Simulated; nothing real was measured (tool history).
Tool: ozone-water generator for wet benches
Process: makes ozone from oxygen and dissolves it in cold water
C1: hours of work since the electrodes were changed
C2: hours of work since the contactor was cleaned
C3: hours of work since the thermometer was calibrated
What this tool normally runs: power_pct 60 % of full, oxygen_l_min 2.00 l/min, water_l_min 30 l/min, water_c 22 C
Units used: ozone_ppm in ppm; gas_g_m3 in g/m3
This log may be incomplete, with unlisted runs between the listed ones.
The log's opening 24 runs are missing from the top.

run 25 hour=1096.3 | power_pct=92 oxygen_l_min=1.13 water_l_min=25 water_c=14 | C1=2139 C2=7907 C3=3140 | ozone_ppm=10.4 gas_g_m3=407.3
run 26 hour=1146.1 | power_pct=43 oxygen_l_min=2.01 water_l_min=19 water_c=17 | C1=2180 C2=7949 C3=3182 | ozone_ppm=11.8 gas_g_m3=211.2
run 27 hour=1175.0 | power_pct=93 oxygen_l_min=1.37 water_l_min=27 water_c=17 | C1=2205 C2=7973 C3=3206 | ozone_ppm=10.3 gas_g_m3=380.5
run 28 hour=1203.2 | power_pct=53 oxygen_l_min=2.00 water_l_min=29 water_c=22 | C1=2228 C2=7997 C3=3229 | ozone_ppm=8.3 gas_g_m3=238.6
run 29 hour=1234.7 | power_pct=41 oxygen_l_min=2.48 water_l_min=22 water_c=19 | C1=2255 C2=8023 C3=3256 | ozone_ppm=10.5 gas_g_m3=189.5
run 30 hour=1277.6 | power_pct=41 oxygen_l_min=2.48 water_l_min=22 water_c=19 | C1=2291 C2=8059 C3=3292 | ozone_ppm=10.3 gas_g_m3=188.5
run 31 hour=1305.2 | power_pct=94 oxygen_l_min=1.98 water_l_min=24 water_c=19 | C1=2314 C2=8082 C3=3315 | ozone_ppm=14.0 gas_g_m3=332.3
run 32 hour=1358.2 | power_pct=94 oxygen_l_min=1.98 water_l_min=24 water_c=19 | C1=2358 C2=8127 C3=3360 | ozone_ppm=14.3 gas_g_m3=334.4

Here are 4 independent what-if runs from the current tool condition. What would each one return?
run A hour=1404.6 | power_pct=55 oxygen_l_min=2.07 water_l_min=32 water_c=22 | C1=2397 C2=8166 C3=3399 | ozone_ppm=? gas_g_m3=?
run B hour=1404.6 | power_pct=68 oxygen_l_min=1.29 water_l_min=19 water_c=19 | C1=2397 C2=8166 C3=3399 | ozone_ppm=? gas_g_m3=?
run C hour=1404.6 | power_pct=60 oxygen_l_min=2.73 water_l_min=30 water_c=18 | C1=2397 C2=8166 C3=3399 | ozone_ppm=? gas_g_m3=?
run D hour=1404.6 | power_pct=96 oxygen_l_min=1.98 water_l_min=24 water_c=18 | C1=2397 C2=8166 C3=3399 | ozone_ppm=? gas_g_m3=?

run=A ozone_ppm=7.6 gas_g_m3=240.1
run=B ozone_ppm=12.4 gas_g_m3=325.1
run=C ozone_ppm=9.9 gas_g_m3=228.4
run=D ozone_ppm=14.4 gas_g_m3=337.4
With no hidden state in the tool, these same runs would have given:
run=A ozone_ppm=7.6 gas_g_m3=240.1
run=B ozone_ppm=12.4 gas_g_m3=325.2
run=C ozone_ppm=9.9 gas_g_m3=228.4
run=D ozone_ppm=14.4 gas_g_m3=337.5
